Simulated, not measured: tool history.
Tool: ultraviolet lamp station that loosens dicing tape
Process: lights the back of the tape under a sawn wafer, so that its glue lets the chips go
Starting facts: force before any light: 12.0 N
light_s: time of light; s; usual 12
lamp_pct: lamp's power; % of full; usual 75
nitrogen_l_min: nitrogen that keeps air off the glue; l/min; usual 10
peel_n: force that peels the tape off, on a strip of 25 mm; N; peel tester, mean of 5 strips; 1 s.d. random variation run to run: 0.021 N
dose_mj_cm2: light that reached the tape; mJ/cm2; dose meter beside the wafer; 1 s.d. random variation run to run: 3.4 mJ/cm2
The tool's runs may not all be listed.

Run 1, day 0: usual settings. Result: peel_n 1.209 N, dose_mj_cm2 519 mJ/cm2.
Run 2, day 0.588: usual settings. Result: peel_n 1.183 N, dose_mj_cm2 516 mJ/cm2.
Run 3, day 1.275: usual settings. Result: peel_n 1.21 N, dose_mj_cm2 518 mJ/cm2.
Run 4, day 1.621: usual settings but nitrogen_l_min 11 l/min. Result: peel_n 1.114 N, dose_mj_cm2 515 mJ/cm2.
Run 5, day 2.062: usual settings but nitrogen_l_min 11 l/min. Result: peel_n 1.184 N, dose_mj_cm2 515 mJ/cm2.
Run 6, day 2.662: usual settings but light_s 23 s, nitrogen_l_min 11 l/min. Result: peel_n 0.196 N, dose_mj_cm2 972 mJ/cm2.
Run 7, day 3.258: usual settings but light_s 23 s, nitrogen_l_min 11 l/min. Result: peel_n 0.202 N, dose_mj_cm2 982 mJ/cm2.
Run 8, day 3.621: usual settings but nitrogen_l_min 3 l/min. Result: peel_n 2.47 N, dose_mj_cm2 511 mJ/cm2.
Run 9, day 4.067: usual settings. Result: peel_n 1.319 N, dose_mj_cm2 507 mJ/cm2.
Run 10, day 4.708: usual settings. Result: peel_n 1.273 N, dose_mj_cm2 501 mJ/cm2.
Run 11, day 5.058: usual settings but nitrogen_l_min 7 l/min. Result: peel_n 1.555 N, dose_mj_cm2 509 mJ/cm2.
Run 12, day 5.646: usual settings but nitrogen_l_min 7 l/min. Result: peel_n 1.628 N, dose_mj_cm2 506 mJ/cm2.
Run 13, day 6.012: usual settings. Result: peel_n 1.252 N, dose_mj_cm2 507 mJ/cm2.
Run 14, day 6.654: usual settings but lamp_pct 68 % of full. Result: peel_n 1.589 N, dose_mj_cm2 454 mJ/cm2.
Run 15, day 7.067: usual settings but lamp_pct 68 % of full. Result: peel_n 1.545 N, dose_mj_cm2 453 mJ/cm2.
Run 16, day 7.625: usual settings but light_s 8 s, lamp_pct 68 % of full. Result: peel_n 2.952 N, dose_mj_cm2 300 mJ/cm2.
Run 17, day 8.158: usual settings. Result: peel_n 1.296 N, dose_mj_cm2 500 mJ/cm2.
Run 18, day 8.671: usual settings. Result: peel_n 1.332 N, dose_mj_cm2 497 mJ/cm2.
Run 19, day 8.992: usual settings. Result: peel_n 1.279 N, dose_mj_cm2 497 mJ/cm2.
Run 20, day 9.704: usual settings. Result: peel_n 1.292 N, dose_mj_cm2 492 mJ/cm2.
Run 21, day 10.467: usual settings. Result: peel_n 1.289 N, dose_mj_cm2 492 mJ/cm2.
Run 22, day 11.008: usual settings. Result: peel_n 1.363 N, dose_mj_cm2 493 mJ/cm2.
Run 23, day 11.404: usual settings. Result: peel_n 1.318 N, dose_mj_cm2 486 mJ/cm2.
Run 24, day 11.871: usual settings but light_s 9 s, lamp_pct 72 % of full. Result: peel_n 2.377 N, dose_mj_cm2 349 mJ/cm2.
Run 25, day 12.529: usual settings but light_s 15 s, nitrogen_l_min 11 l/min. Result: peel_n 0.766 N, dose_mj_cm2 609 mJ/cm2.
Run 26, day 12.912: usual settings but lamp_pct 99 % of full, nitrogen_l_min 12 l/min. Result: peel_n 0.625 N, dose_mj_cm2 646 mJ/cm2.
Run 27, day 13.462: usual settings but light_s 11 s, lamp_pct 69 % of full, nitrogen_l_min 11 l/min. Result: peel_n 1.816 N, dose_mj_cm2 411 mJ/cm2.
Run 28, day 14.017: usual settings but light_s 11 s, lamp_pct 70 % of full, nitrogen_l_min 11 l/min. Result: peel_n 1.795 N, dose_mj_cm2 414 mJ/cm2.
Run 29, day 14.388: usual settings but light_s 11 s, lamp_pct 70 % of full, nitrogen_l_min 11 l/min. Result: peel_n 1.774 N, dose_mj_cm2 419 mJ/cm2.
Run 30, day 14.817: usual settings but light_s 11 s, lamp_pct 70 % of full, nitrogen_l_min 11 l/min. Result: peel_n 1.764 N, dose_mj_cm2 413 mJ/cm2.
Run 31, day 15.429: usual settings but light_s 9 s, lamp_pct 67 % of full. Result: peel_n 2.808 N, dose_mj_cm2 325 mJ/cm2.
Run 32, day 16.183: usual settings but light_s 8 s, lamp_pct 65 % of full. Result: peel_n 3.412 N, dose_mj_cm2 273 mJ/cm2.
Run 33, day 16.658: usual settings but light_s 9 s, lamp_pct 74 % of full, nitrogen_l_min 14 l/min. Result: peel_n 2.133 N, dose_mj_cm2 352 mJ/cm2.
Run 34, day 17.183: usual settings but light_s 14 s, lamp_pct 97 % of full, nitrogen_l_min 14 l/min. Result: peel_n 0.401 N, dose_mj_cm2 721 mJ/cm2.
Run 35, day 17.679: usual settings but light_s 15 s, lamp_pct 78 % of full, nitrogen_l_min 4 l/min. Result: peel_n 1.575 N, dose_mj_cm2 623 mJ/cm2.
Run 36, day 18.125: usual settings but light_s 7 s, lamp_pct 78 % of full, nitrogen_l_min 9 l/min. Result: peel_n 3.266 N, dose_mj_cm2 290 mJ/cm2.
Run 37, day 18.546: usual settings but light_s 10 s, lamp_pct 95 % of full, nitrogen_l_min 13 l/min. Result: peel_n 1.078 N, dose_mj_cm2 502 mJ/cm2.
Run 38, day 19.25: usual settings but light_s 6 s, lamp_pct 76 % of full, nitrogen_l_min 6 l/min. Result: peel_n 4.692 N, dose_mj_cm2 242 mJ/cm2.
Run 39, day 19.838: usual settings but light_s 6 s, lamp_pct 76 % of full, nitrogen_l_min 6 l/min. Result: peel_n 4.957 N, dose_mj_cm2 237 mJ/cm2.
Run 40, day 20.571: usual settings but light_s 6 s, lamp_pct 76 % of full, nitrogen_l_min 6 l/min. Result: peel_n 4.675 N, dose_mj_cm2 240 mJ/cm2.
Run 41, day 21.108: usual settings but light_s 6 s, lamp_pct 76 % of full, nitrogen_l_min 6 l/min. Result: peel_n 4.89 N, dose_mj_cm2 237 mJ/cm2.
Run 42, day 21.85: usual settings but light_s 16 s. Result: peel_n 0.773 N, dose_mj_cm2 626 mJ/cm2.
Run 43, day 22.279: usual settings but light_s 16 s. Result: peel_n 0.756 N, dose_mj_cm2 624 mJ/cm2.

Branching from run 43: 4 alternative next runs. What would each branch give?
Run A, day 22.904: usual settings but light_s 10 s. Result: peel_n ?, dose_mj_cm2 ?.
Run B, day 22.904: usual settings but light_s 13 s, lamp_pct 61 % of full. Result: peel_n ?, dose_mj_cm2 ?.
Run C, day 22.904: usual settings but light_s 10 s, lamp_pct 61 % of full. Result: peel_n ?, dose_mj_cm2 ?.
Run D, day 22.904: usual settings but light_s 16 s, nitrogen_l_min 3 l/min. Result: peel_n ?, dose_mj_cm2 ?.

run  peel_n  dose_mj_cm2
  A    2.15          393
  B   1.873          412
  C   2.812          317
  D   1.817          616
Take away the tool's hidden state, keep each run's random variation, and the runs would have read:
run  peel_n  dose_mj_cm2
  A   1.584          463
  B   1.355          486
  C   2.185          374
  D   1.308          727
